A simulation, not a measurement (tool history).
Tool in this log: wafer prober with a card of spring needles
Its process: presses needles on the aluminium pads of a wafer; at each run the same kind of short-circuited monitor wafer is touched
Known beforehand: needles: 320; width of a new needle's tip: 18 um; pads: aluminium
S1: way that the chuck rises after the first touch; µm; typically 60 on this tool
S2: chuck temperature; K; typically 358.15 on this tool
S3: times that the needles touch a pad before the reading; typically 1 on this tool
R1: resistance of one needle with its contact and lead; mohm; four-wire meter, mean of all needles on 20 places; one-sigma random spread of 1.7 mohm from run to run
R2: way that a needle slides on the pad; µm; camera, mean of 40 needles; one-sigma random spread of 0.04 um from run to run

| run | hour | S1 | S2 | S3 | R1 | R2 |
|---|---|---|---|---|---|---|
| 1 | 0 | 60 | 358.15 | 1 | 205 | 15.93 |
| 2 | 15.6 | 60 | 358.15 | 1 | 200 | 15.88 |
| 3 | 30.1 | 60 | 358.15 | 1 | 185 | 16.26 |
| 4 | 42 | 60 | 358.15 | 1 | 199 | 16.27 |
| 5 | 50.6 | 60 | 358.15 | 1 | 207 | 16.25 |
| 6 | 58.9 | 64 | 358.15 | 1 | 186 | 17.37 |
| 7 | 70.4 | 64 | 358.15 | 1 | 199 | 17.41 |
| 8 | 80.6 | 64 | 358.15 | 1 | 181 | 17.31 |
| 9 | 87.9 | 64 | 358.15 | 1 | 194 | 17.34 |
| 10 | 99.5 | 64 | 358.15 | 1 | 204 | 17.33 |
| 11 | 109.8 | 64 | 358.15 | 1 | 191 | 17.21 |
| 12 | 126.5 | 44 | 315.15 | 2 | 183 | 11.84 |
| 13 | 137.4 | 45 | 302.15 | 1 | 214 | 12.14 |
| 14 | 151.4 | 45 | 302.15 | 1 | 184 | 12.12 |
| 15 | 161.5 | 45 | 302.15 | 1 | 215 | 12.14 |
| 16 | 177 | 41 | 382.15 | 1 | 210 | 11.02 |
| 17 | 194.4 | 60 | 358.15 | 1 | 206 | 16.19 |

Not shown: 9 entries that the log had between the listed runs. Between which runs, and how does the tool's hidden state differ before and after?
Runs 1 to 2: tips cleaned on abrasive film (hour 4.5)
  debris on the tips, nm: 57.7 -> 40.5; way that the needles fall short of the set height, um: 1.36 -> 1.43; tips' diameter, um: 18.47 -> 18.5
  measured less the result without the state, R1: +31 -> +23 mohm; R2: -0.37 -> -0.39 µm
Runs 2 to 3: height of the first contact set anew (hour 23.8); tips cleaned on abrasive film (hour 28.9)
  debris on the tips, nm: 40.5 -> 10.5; way that the needles fall short of the set height, um: 1.43 -> 0.06; tips' diameter, um: 18.5 -> 18.52
  measured less the result without the state, R1: +23 -> +6 mohm; R2: -0.39 -> -0.01 µm
Runs 5 to 6: tips cleaned on abrasive film (hour 52.8)
  debris on the tips, nm: 60.2 -> 28.9; way that the needles fall short of the set height, um: 0.06 -> 0.12; tips' diameter, um: 18.52 -> 18.54
  measured less the result without the state, R1: +32 -> +14 mohm; R2: -0.02 -> -0.04 µm
Runs 7 to 8: tips cleaned on abrasive film (hour 77)
  debris on the tips, nm: 54.7 -> 17.2; way that the needles fall short of the set height, um: 0.12 -> 0.18; tips' diameter, um: 18.54 -> 18.56
  measured less the result without the state, R1: +26 -> +8 mohm; R2: -0.03 -> -0.05 µm
Runs 10 to 11: tips cleaned on abrasive film (hour 101.5)
  debris on the tips, nm: 61.3 -> 35.3; way that the needles fall short of the set height, um: 0.18 -> 0.25; tips' diameter, um: 18.56 -> 18.59
  measured less the result without the state, R1: +29 -> +17 mohm; R2: -0.05 -> -0.07 µm
Runs 11 to 12: tips cleaned on abrasive film (hour 125.4)
  debris on the tips, nm: 35.3 -> 7.9; way that the needles fall short of the set height, um: 0.25 -> 0.31; tips' diameter, um: 18.59 -> 18.61
  measured less the result without the state, R1: +17 -> +6 mohm; R2: -0.07 -> -0.08 µm
Runs 13 to 14: tips cleaned on abrasive film (hour 149.5)
  debris on the tips, nm: 43.2 -> 12.4; way that the needles fall short of the set height, um: 0.31 -> 0.36; tips' diameter, um: 18.61 -> 18.63
  measured less the result without the state, R1: +43 -> +13 mohm; R2: -0.08 -> -0.1 µm
Runs 15 to 16: tips cleaned on abrasive film (hour 174.3)
  debris on the tips, nm: 44.9 -> 15.7; way that the needles fall short of the set height, um: 0.36 -> 0.41; tips' diameter, um: 18.63 -> 18.65
  measured less the result without the state, R1: +44 -> +17 mohm; R2: -0.1 -> -0.11 µm

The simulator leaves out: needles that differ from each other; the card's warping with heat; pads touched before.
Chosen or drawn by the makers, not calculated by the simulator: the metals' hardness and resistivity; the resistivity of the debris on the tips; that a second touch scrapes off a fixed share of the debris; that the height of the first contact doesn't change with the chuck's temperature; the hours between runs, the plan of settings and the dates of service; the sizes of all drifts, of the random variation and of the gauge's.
